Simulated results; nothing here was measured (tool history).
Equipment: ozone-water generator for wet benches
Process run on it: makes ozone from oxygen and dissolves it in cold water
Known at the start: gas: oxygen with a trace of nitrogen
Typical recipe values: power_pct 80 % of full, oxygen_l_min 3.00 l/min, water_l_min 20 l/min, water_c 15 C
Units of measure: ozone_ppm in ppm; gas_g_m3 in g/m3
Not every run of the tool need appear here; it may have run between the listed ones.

Run 1, hour 0.0: usual settings. Result: ozone_ppm 12.0 ppm, gas_g_m3 172.0 g/m3.
Run 2, hour 138.7: usual settings. Result: ozone_ppm 12.3 ppm, gas_g_m3 170.6 g/m3.
Run 3, hour 270.9: usual settings. Result: ozone_ppm 12.2 ppm, gas_g_m3 171.8 g/m3.
Run 4, hour 399.8: usual settings. Result: ozone_ppm 12.1 ppm, gas_g_m3 171.5 g/m3.
Run 5, hour 518.1: usual settings. Result: ozone_ppm 12.3 ppm, gas_g_m3 170.8 g/m3.
Run 6, hour 693.3: usual settings but water_c 8 C. Result: ozone_ppm 13.1 ppm, gas_g_m3 171.3 g/m3.
Run 7, hour 843.7: usual settings but water_c 8 C. Result: ozone_ppm 13.1 ppm, gas_g_m3 169.3 g/m3.
Run 8, hour 950.9: usual settings. Result: ozone_ppm 12.3 ppm, gas_g_m3 171.1 g/m3.
Run 9, hour 1166.2: usual settings but power_pct 43 % of full. Result: ozone_ppm 8.7 ppm, gas_g_m3 124.1 g/m3.
Run 10, hour 1359.1: usual settings but power_pct 43 % of full. Result: ozone_ppm 8.9 ppm, gas_g_m3 124.5 g/m3.
Run 11, hour 1497.6: usual settings but power_pct 86 % of full. Result: ozone_ppm 12.6 ppm, gas_g_m3 177.6 g/m3.
Run 12, hour 1601.2: usual settings but power_pct 86 % of full. Result: ozone_ppm 12.7 ppm, gas_g_m3 175.8 g/m3.
Run 13, hour 1704.5: usual settings. Result: ozone_ppm 12.5 ppm, gas_g_m3 169.0 g/m3.
Run 14, hour 1893.1: usual settings. Result: ozone_ppm 12.1 ppm, gas_g_m3 170.4 g/m3.
Run 15, hour 2004.3: usual settings. Result: ozone_ppm 12.6 ppm, gas_g_m3 171.3 g/m3.
Run 16, hour 2209.0: usual settings. Result: ozone_ppm 12.2 ppm, gas_g_m3 171.1 g/m3.
Run 17, hour 2425.6: usual settings but water_c 18 C. Result: ozone_ppm 12.0 ppm, gas_g_m3 169.0 g/m3.
Run 18, hour 2634.3: usual settings but power_pct 86 % of full, water_l_min 13 l/min, water_c 11 C. Result: ozone_ppm 19.2 ppm, gas_g_m3 176.9 g/m3.
Run 19, hour 2784.9: usual settings but power_pct 86 % of full, water_l_min 13 l/min, water_c 13 C. Result: ozone_ppm 18.6 ppm, gas_g_m3 175.1 g/m3.
Run 20, hour 2910.5: usual settings but water_c 16 C. Result: ozone_ppm 12.2 ppm, gas_g_m3 169.7 g/m3.
Run 21, hour 3050.3: usual settings but power_pct 93 % of full, oxygen_l_min 1.66 l/min, water_l_min 16 l/min, water_c 18 C. Result: ozone_ppm 14.0 ppm, gas_g_m3 247.3 g/m3.
Run 22, hour 3224.3: usual settings but power_pct 41 % of full, water_l_min 21 l/min. Result: ozone_ppm 8.2 ppm, gas_g_m3 121.7 g/m3.
Run 23, hour 3436.2: usual settings but power_pct 49 % of full, oxygen_l_min 1.65 l/min, water_l_min 14 l/min, water_c 7 C. Result: ozone_ppm 12.2 ppm, gas_g_m3 178.9 g/m3.
Run 24, hour 3621.0: usual settings but power_pct 49 % of full, oxygen_l_min 4.87 l/min, water_l_min 14 l/min, water_c 12 C. Result: ozone_ppm 13.8 ppm, gas_g_m3 103.4 g/m3.
Run 25, hour 3848.9: usual settings but power_pct 69 % of full, oxygen_l_min 3.05 l/min, water_l_min 24 l/min, water_c 13 C. Result: ozone_ppm 9.8 ppm, gas_g_m3 154.6 g/m3.
Run 26, hour 4082.6: usual settings but power_pct 69 % of full, oxygen_l_min 3.05 l/min, water_l_min 24 l/min, water_c 13 C. Result: ozone_ppm 10.0 ppm, gas_g_m3 155.4 g/m3.
Run 27, hour 4260.1: usual settings but power_pct 69 % of full, oxygen_l_min 2.41 l/min, water_l_min 16 l/min, water_c 12 C. Result: ozone_ppm 13.7 ppm, gas_g_m3 171.6 g/m3.
Run 28, hour 4440.9: usual settings but power_pct 69 % of full, oxygen_l_min 2.41 l/min, water_l_min 16 l/min, water_c 12 C. Result: ozone_ppm 13.6 ppm, gas_g_m3 173.9 g/m3.
Run 29, hour 4590.8: usual settings but power_pct 69 % of full, oxygen_l_min 2.41 l/min, water_l_min 16 l/min, water_c 12 C. Result: ozone_ppm 13.6 ppm, gas_g_m3 174.4 g/m3.
Run 30, hour 4796.1: usual settings but power_pct 69 % of full, oxygen_l_min 2.41 l/min, water_l_min 16 l/min, water_c 12 C. Result: ozone_ppm 13.5 ppm, gas_g_m3 173.1 g/m3.
Run 31, hour 4987.2: usual settings but power_pct 69 % of full, oxygen_l_min 3.51 l/min, water_l_min 16 l/min, water_c 10 C. Result: ozone_ppm 14.8 ppm, gas_g_m3 142.1 g/m3.
Run 32, hour 5101.4: usual settings but power_pct 71 % of full, oxygen_l_min 5.03 l/min, water_l_min 18 l/min, water_c 20 C. Result: ozone_ppm 12.3 ppm, gas_g_m3 121.0 g/m3.

Not shown here: 2 entries made in the log between runs. Locate each between two listed runs and compare the hidden state at the listed run before it with the hidden state at the listed run after it:
After run 25, before run 26: contactor cleaned (hour 4060.4); water thermometer calibrated (hour 4072.0)
  contactor's efficiency, % of a clean one's: 99.9 -> 100; drift of the gauge itself on gas_g_m3, %: -1.84 -> -1.95
  the result without the hidden state subtracted from the measured one, gas_g_m3: -3.1 -> -3.2 g/m3

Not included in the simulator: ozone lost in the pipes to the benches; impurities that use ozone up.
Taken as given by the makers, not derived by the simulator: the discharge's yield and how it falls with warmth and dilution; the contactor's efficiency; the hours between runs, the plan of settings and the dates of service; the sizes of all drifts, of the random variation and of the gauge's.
